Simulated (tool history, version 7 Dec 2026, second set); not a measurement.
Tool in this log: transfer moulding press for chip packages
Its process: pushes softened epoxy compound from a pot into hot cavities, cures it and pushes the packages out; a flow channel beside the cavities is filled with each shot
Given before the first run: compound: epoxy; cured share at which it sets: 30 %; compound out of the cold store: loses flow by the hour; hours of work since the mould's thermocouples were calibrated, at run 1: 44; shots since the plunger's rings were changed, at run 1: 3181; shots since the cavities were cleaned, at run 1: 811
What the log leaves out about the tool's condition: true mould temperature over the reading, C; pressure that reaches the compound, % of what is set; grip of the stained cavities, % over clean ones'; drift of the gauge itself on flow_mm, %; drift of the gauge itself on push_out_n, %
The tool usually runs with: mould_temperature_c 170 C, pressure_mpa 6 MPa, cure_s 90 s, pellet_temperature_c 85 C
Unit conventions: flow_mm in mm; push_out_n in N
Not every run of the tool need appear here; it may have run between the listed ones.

run,hour,mould_temperature_c,pressure_mpa,cure_s,pellet_temperature_c,hours of work since the mould's thermocouples were calibrated,shots since the plunger's rings were changed,shots since the cavities were cleaned,incoming compound's hours out of the cold store,flow_mm,push_out_n
1,0,170,6,90,85,44,3181,811,35.4,555,621
# hour 24.1: cavities cleaned with cleaning compound and waxed
# hour 44.9: plunger's sealing rings changed
2,60.6,170,6,90,85,79,179,388,47,534,536
3,113.6,170,6,90,79,111,784,993,19.1,634,686
# hour 121.2: cavities cleaned with cleaning compound and waxed
4,188,170,6,90,78,156,1615,762,12.9,656,636
# hour 220.4: cavities cleaned with cleaning compound and waxed
5,268.8,170,6,90,78,205,2520,553,24.6,600,585
6,311.9,170,6,90,85,232,3011,1044,28,583,659
# hour 321.5: cavities cleaned with cleaning compound and waxed
7,367.4,170,6,90,85,265,3627,523,20.5,606,592
# hour 377.9: plunger's sealing rings changed
# hour 423.6: cavities cleaned with cleaning compound and waxed
8,432.4,175,6,90,85,302,605,101,14.4,632,406
9,479.5,167,6,90,85,331,1141,637,40,561,654
# hour 520.5: cavities cleaned with cleaning compound and waxed
10,526.5,167,6,90,85,359,1661,69,32.5,582,501
11,609.5,168,6.76,90,85,410,2607,1015,26.1,633,708
# hour 617.6: cavities cleaned with cleaning compound and waxed
12,686.6,168,6.76,119,85,457,3470,788,23,640,558
# hour 706.6: plunger's sealing rings changed
# hour 714.1: cavities cleaned with cleaning compound and waxed
13,773.3,166,5.9,117,85,508,743,675,34.2,579,547
# hour 814.2: cavities cleaned with cleaning compound and waxed
14,851.5,164,4.59,116,84,555,1619,426,47.7,471,521
# hour 911.5: cavities cleaned with cleaning compound and waxed
15,922.6,164,4.59,116,84,598,2412,126,11.8,590,456
16,959.3,164,4.59,116,84,621,2830,544,39.9,489,541
# hour 972.1: mould's thermocouples calibrated
# hour 1007.5: cavities cleaned with cleaning compound and waxed
# hour 1039.3: plunger's sealing rings changed
17,1053.9,164,4.59,95,79,48,166,501,19.7,577,801
# hour 1106.5: cavities cleaned with cleaning compound and waxed
18,1142,164,4.59,95,79,101,1154,405,29.7,534,723
19,1197,171,4.59,95,79,135,1781,1032,28.9,510,625
# hour 1206.5: cavities cleaned with cleaning compound and waxed
20,1261.8,171,4.59,89,82,174,2502,630,45.5,455,572

Forecast each of these 4 alternatives for the next run:
# hour 1306.8: cavities cleaned with cleaning compound and waxed
A,1336.3,171,4.59,89,93,219,3335,336,19.8,?,?
# hour 1306.8: cavities cleaned with cleaning compound and waxed
B,1336.3,170,6,75,85,219,3335,336,26.4,?,?
# hour 1306.8: cavities cleaned with cleaning compound and waxed
C,1336.3,166,5.36,90,85,219,3335,336,14.6,?,?
# hour 1306.8: cavities cleaned with cleaning compound and waxed
D,1336.3,170,6,90,84,219,3335,336,42.1,?,?

run,flow_mm,push_out_n
A,532,529
B,585,720
C,614,659
D,530,506
Take away the tool's hidden state, keep each run's random variation, and the runs would have read:
run,flow_mm,push_out_n
A,555,413
B,609,570
C,640,519
D,552,392
